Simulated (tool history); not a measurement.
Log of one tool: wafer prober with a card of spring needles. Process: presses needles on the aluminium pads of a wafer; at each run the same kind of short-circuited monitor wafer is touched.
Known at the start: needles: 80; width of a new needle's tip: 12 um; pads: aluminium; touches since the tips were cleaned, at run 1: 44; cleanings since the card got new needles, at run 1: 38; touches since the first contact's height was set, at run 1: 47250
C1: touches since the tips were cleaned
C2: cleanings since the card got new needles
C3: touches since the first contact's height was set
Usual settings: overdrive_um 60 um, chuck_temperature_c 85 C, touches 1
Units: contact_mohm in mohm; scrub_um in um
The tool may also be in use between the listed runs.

run 1 hour=0 | overdrive_um=60 chuck_temperature_c=85 touches=1 | C1=44 C2=38 C3=47250 | contact_mohm=209 scrub_um=15.74
-- hour=31.8 tips cleaned on abrasive film
run 2 hour=50.9 | overdrive_um=60 chuck_temperature_c=85 touches=1 | C1=5788 C2=39 C3=62686 | contact_mohm=259 scrub_um=15.73
-- hour=61.4 tips cleaned on abrasive film
-- hour=88.8 tips cleaned on abrasive film
run 3 hour=100.1 | overdrive_um=60 chuck_temperature_c=85 touches=1 | C1=3437 C2=41 C3=77598 | contact_mohm=246 scrub_um=15.69
-- hour=119.6 tips cleaned on abrasive film
-- hour=148.5 tips cleaned on abrasive film
run 4 hour=164.9 | overdrive_um=60 chuck_temperature_c=85 touches=1 | C1=4991 C2=43 C3=97222 | contact_mohm=261 scrub_um=15.65
-- hour=174 height of the first contact set anew
-- hour=178.8 tips cleaned on abrasive film
-- hour=206.8 tips cleaned on abrasive film
run 5 hour=209.8 | overdrive_um=60 chuck_temperature_c=85 touches=1 | C1=929 C2=45 C3=10819 | contact_mohm=219 scrub_um=15.87
-- hour=237.4 tips cleaned on abrasive film
run 6 hour=238.1 | overdrive_um=60 chuck_temperature_c=85 touches=1 | C1=212 C2=46 C3=19381 | contact_mohm=211 scrub_um=15.82
-- hour=266.3 tips cleaned on abrasive film
run 7 hour=269.9 | overdrive_um=60 chuck_temperature_c=85 touches=1 | C1=1090 C2=47 C3=29019 | contact_mohm=223 scrub_um=15.81
-- hour=295 tips cleaned on abrasive film
-- hour=324.4 tips cleaned on abrasive film
run 8 hour=333.2 | overdrive_um=60 chuck_temperature_c=85 touches=1 | C1=2684 C2=49 C3=48218 | contact_mohm=240 scrub_um=15.78
-- hour=352.2 tips cleaned on abrasive film
-- hour=381 tips cleaned on abrasive film
run 9 hour=398.1 | overdrive_um=60 chuck_temperature_c=85 touches=1 | C1=5197 C2=51 C3=67866 | contact_mohm=258 scrub_um=15.74
-- hour=411.2 tips cleaned on abrasive film
run 10 hour=437.6 | overdrive_um=60 chuck_temperature_c=85 touches=1 | C1=8044 C2=52 C3=79852 | contact_mohm=266 scrub_um=15.73
-- hour=443.5 tips cleaned on abrasive film
-- hour=473.1 tips cleaned on abrasive film
run 11 hour=486 | overdrive_um=60 chuck_temperature_c=85 touches=1 | C1=3920 C2=54 C3=94494 | contact_mohm=250 scrub_um=15.69
-- hour=505.7 tips cleaned on abrasive film
-- hour=506 height of the first contact set anew
-- hour=534.3 tips cleaned on abrasive film
run 12 hour=547.5 | overdrive_um=60 chuck_temperature_c=85 touches=2 | C1=4017 C2=56 C3=12582 | contact_mohm=232 scrub_um=15.88
-- hour=564.3 tips cleaned on abrasive film
run 13 hour=581.6 | overdrive_um=60 chuck_temperature_c=85 touches=2 | C1=5230 C2=57 C3=22908 | contact_mohm=236 scrub_um=15.86
-- hour=593.9 tips cleaned on abrasive film
run 14 hour=618.6 | overdrive_um=62 chuck_temperature_c=85 touches=2 | C1=7509 C2=58 C3=34138 | contact_mohm=242 scrub_um=16.36
-- hour=622.1 tips cleaned on abrasive film
-- hour=652.5 tips cleaned on abrasive film
run 15 hour=658.5 | overdrive_um=62 chuck_temperature_c=85 touches=2 | C1=1814 C2=60 C3=46201 | contact_mohm=223 scrub_um=16.32
-- hour=682.6 tips cleaned on abrasive film
run 16 hour=705.7 | overdrive_um=42 chuck_temperature_c=85 touches=1 | C1=7030 C2=61 C3=60534 | contact_mohm=323 scrub_um=10.99
-- hour=711.4 tips cleaned on abrasive film
-- hour=739 tips cleaned on abrasive film
-- hour=766.7 tips cleaned on abrasive film
run 17 hour=768 | overdrive_um=44 chuck_temperature_c=29 touches=1 | C1=412 C2=64 C3=79371 | contact_mohm=221 scrub_um=11.48
-- hour=795.6 tips cleaned on abrasive film
run 18 hour=808.2 | overdrive_um=45 chuck_temperature_c=85 touches=2 | C1=3818 C2=65 C3=91560 | contact_mohm=259 scrub_um=11.72
-- hour=823.1 tips cleaned on abrasive film
-- hour=837.6 height of the first contact set anew
run 19 hour=849.7 | overdrive_um=45 chuck_temperature_c=85 touches=2 | C1=7985 C2=66 C3=3672 | contact_mohm=273 scrub_um=11.92
-- hour=852.7 tips cleaned on abrasive film
-- hour=882.1 tips cleaned on abrasive film
run 20 hour=882.1 | overdrive_um=66 chuck_temperature_c=107 touches=1 | C1=0 C2=68 C3=13469 | contact_mohm=212 scrub_um=17.44
-- hour=913.2 tips cleaned on abrasive film
-- hour=943.7 tips cleaned on abrasive film
run 21 hour=945.2 | overdrive_um=67 chuck_temperature_c=116 touches=1 | C1=435 C2=70 C3=32582 | contact_mohm=219 scrub_um=17.65
-- hour=973.6 tips cleaned on abrasive film
run 22 hour=997 | overdrive_um=67 chuck_temperature_c=52 touches=2 | C1=7097 C2=71 C3=48289 | contact_mohm=228 scrub_um=17.65
-- hour=1002.6 tips cleaned on abrasive film
-- hour=1030.8 tips cleaned on abrasive film
run 23 hour=1048.9 | overdrive_um=67 chuck_temperature_c=52 touches=2 | C1=5518 C2=73 C3=64023 | contact_mohm=226 scrub_um=17.58
-- hour=1062.5 tips cleaned on abrasive film
-- hour=1094.1 tips cleaned on abrasive film
run 24 hour=1094.8 | overdrive_um=67 chuck_temperature_c=52 touches=2 | C1=201 C2=75 C3=77906 | contact_mohm=198 scrub_um=17.52
-- hour=1122.5 tips cleaned on abrasive film
run 25 hour=1127.7 | overdrive_um=67 chuck_temperature_c=52 touches=2 | C1=1587 C2=76 C3=87888 | contact_mohm=212 scrub_um=17.53
-- hour=1153.3 tips cleaned on abrasive film
-- hour=1167.8 height of the first contact set anew
run 26 hour=1169.3 | overdrive_um=56 chuck_temperature_c=52 touches=2 | C1=4775 C2=77 C3=459 | contact_mohm=239 scrub_um=14.84
-- hour=1183.4 tips cleaned on abrasive film
-- hour=1213.2 tips cleaned on abrasive film
run 27 hour=1231.8 | overdrive_um=56 chuck_temperature_c=32 touches=2 | C1=5655 C2=79 C3=19407 | contact_mohm=234 scrub_um=14.81
-- hour=1240.8 tips cleaned on abrasive film
-- hour=1269.8 tips cleaned on abrasive film
run 28 hour=1296 | overdrive_um=60 chuck_temperature_c=39 touches=1 | C1=7946 C2=81 C3=38838 | contact_mohm=262 scrub_um=15.82
-- hour=1298.7 tips cleaned on abrasive film
-- hour=1330.1 tips cleaned on abrasive film
run 29 hour=1347.7 | overdrive_um=60 chuck_temperature_c=115 touches=1 | C1=5347 C2=83 C3=54498 | contact_mohm=266 scrub_um=15.77
-- hour=1362.7 tips cleaned on abrasive film
-- hour=1390.2 tips cleaned on abrasive film
run 30 hour=1392.5 | overdrive_um=60 chuck_temperature_c=115 touches=1 | C1=696 C2=85 C3=68056 | contact_mohm=227 scrub_um=15.77

4 ways to go on from here, each from the tool as it stands after run 30. What would each give?
-- hour=1418.1 tips cleaned on abrasive film
run A hour=1443.5 | overdrive_um=50 chuck_temperature_c=35 touches=2 | C1=7711 C2=86 C3=83515 | contact_mohm=? scrub_um=?
-- hour=1418.1 tips cleaned on abrasive film
run B hour=1443.5 | overdrive_um=40 chuck_temperature_c=119 touches=1 | C1=7711 C2=86 C3=83515 | contact_mohm=? scrub_um=?
-- hour=1418.1 tips cleaned on abrasive film
run C hour=1443.5 | overdrive_um=60 chuck_temperature_c=33 touches=1 | C1=7711 C2=86 C3=83515 | contact_mohm=? scrub_um=?
-- hour=1418.1 tips cleaned on abrasive film
run D hour=1443.5 | overdrive_um=44 chuck_temperature_c=48 touches=1 | C1=7711 C2=86 C3=83515 | contact_mohm=? scrub_um=?

run=A contact_mohm=251 scrub_um=13.07
run=B contact_mohm=350 scrub_um=10.45
run=C contact_mohm=265 scrub_um=15.71
run=D contact_mohm=324 scrub_um=11.51
Without the tool's hidden state the same runs would have given:
run=A contact_mohm=190 scrub_um=13.24
run=B contact_mohm=216 scrub_um=10.61
run=C contact_mohm=191 scrub_um=15.88
run=D contact_mohm=199 scrub_um=11.67

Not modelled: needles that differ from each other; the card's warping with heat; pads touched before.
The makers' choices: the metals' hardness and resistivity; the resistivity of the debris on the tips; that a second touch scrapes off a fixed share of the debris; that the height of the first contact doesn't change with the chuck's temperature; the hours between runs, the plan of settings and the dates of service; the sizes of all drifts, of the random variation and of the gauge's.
